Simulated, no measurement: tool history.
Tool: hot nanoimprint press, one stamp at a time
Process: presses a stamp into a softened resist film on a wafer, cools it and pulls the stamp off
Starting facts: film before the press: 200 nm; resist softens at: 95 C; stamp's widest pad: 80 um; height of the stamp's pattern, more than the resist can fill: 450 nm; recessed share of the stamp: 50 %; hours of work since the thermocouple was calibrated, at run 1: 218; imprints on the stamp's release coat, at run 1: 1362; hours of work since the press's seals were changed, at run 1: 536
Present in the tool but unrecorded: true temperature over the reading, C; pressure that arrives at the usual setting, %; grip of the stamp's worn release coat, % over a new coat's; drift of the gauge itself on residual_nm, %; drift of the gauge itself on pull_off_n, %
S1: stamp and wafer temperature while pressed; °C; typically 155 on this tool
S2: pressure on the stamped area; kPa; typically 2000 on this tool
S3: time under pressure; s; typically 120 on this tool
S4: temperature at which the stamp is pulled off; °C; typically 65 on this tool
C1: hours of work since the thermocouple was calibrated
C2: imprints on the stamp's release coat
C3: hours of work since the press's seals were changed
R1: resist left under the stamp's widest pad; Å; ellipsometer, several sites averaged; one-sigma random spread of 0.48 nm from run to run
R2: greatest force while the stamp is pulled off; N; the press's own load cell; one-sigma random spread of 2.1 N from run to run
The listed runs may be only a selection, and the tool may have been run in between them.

run,hour,S1,S2,S3,S4,C1,C2,C3,R1,R2
1,0,155,2000,120,65,218,1362,536,1031,138
# hour 36: stamp cleaned and given a new release coat
2,96.2,155,2000,120,65,262,113,581,1030,101
3,152,155,2000,120,65,290,217,608,1039,102
4,219.1,155,2000,120,65,323,343,642,1033,103
5,268,155,2000,120,65,347,434,666,1043,105
# hour 327.3: press's hydraulic seals changed and the load cell set to zero
6,348.7,155,2000,120,65,383,571,11,1038,117
7,419.6,165,2110,116,69,418,703,46,733,107
8,507,155,2000,120,67,461,867,89,1043,124
9,564,155,2000,120,67,490,974,117,1057,121
# hour 571.3: plate thermocouple calibrated
10,623.5,155,2000,120,67,26,1079,145,1064,127
11,698.4,162,2000,73,70,63,1220,182,982,123
12,782.2,157,1580,120,65,104,1377,223,1134,144

Describe how what the log doesn't record of the tool's condition differs between the last listed run preceding each entry between runs and the first listed run following it.
In the gap between runs 1 and 2: stamp cleaned and given a new release coat (hour 36)
  true temperature over the reading, C: -0.86 -> -0.96; pressure that arrives at the usual setting, %: 98.61 -> 98.51; grip of the stamp's worn release coat, % over a new coat's: 44.2 -> 3.5
  difference, measured minus the result without the unlogged condition, R1: +37 -> +41 Å; R2: +44 -> +5 N
In the gap between runs 5 and 6: press's hydraulic seals changed and the load cell set to zero (hour 327.3)
  true temperature over the reading, C: -1.15 -> -1.24; pressure that arrives at the usual setting, %: 98.3 -> 99.51; grip of the stamp's worn release coat, % over a new coat's: 13.6 -> 18
  difference, measured minus the result without the unlogged condition, R1: +49 -> +46 Å; R2: +15 -> +21 N
In the gap between runs 9 and 10: plate thermocouple calibrated (hour 571.3)
  true temperature over the reading, C: -1.47 -> -1.95; pressure that arrives at the usual setting, %: 99.25 -> 99.18; grip of the stamp's worn release coat, % over a new coat's: 31.2 -> 34.7
  difference, measured minus the result without the unlogged condition, R1: +56 -> +73 Å; R2: +32 -> +37 N
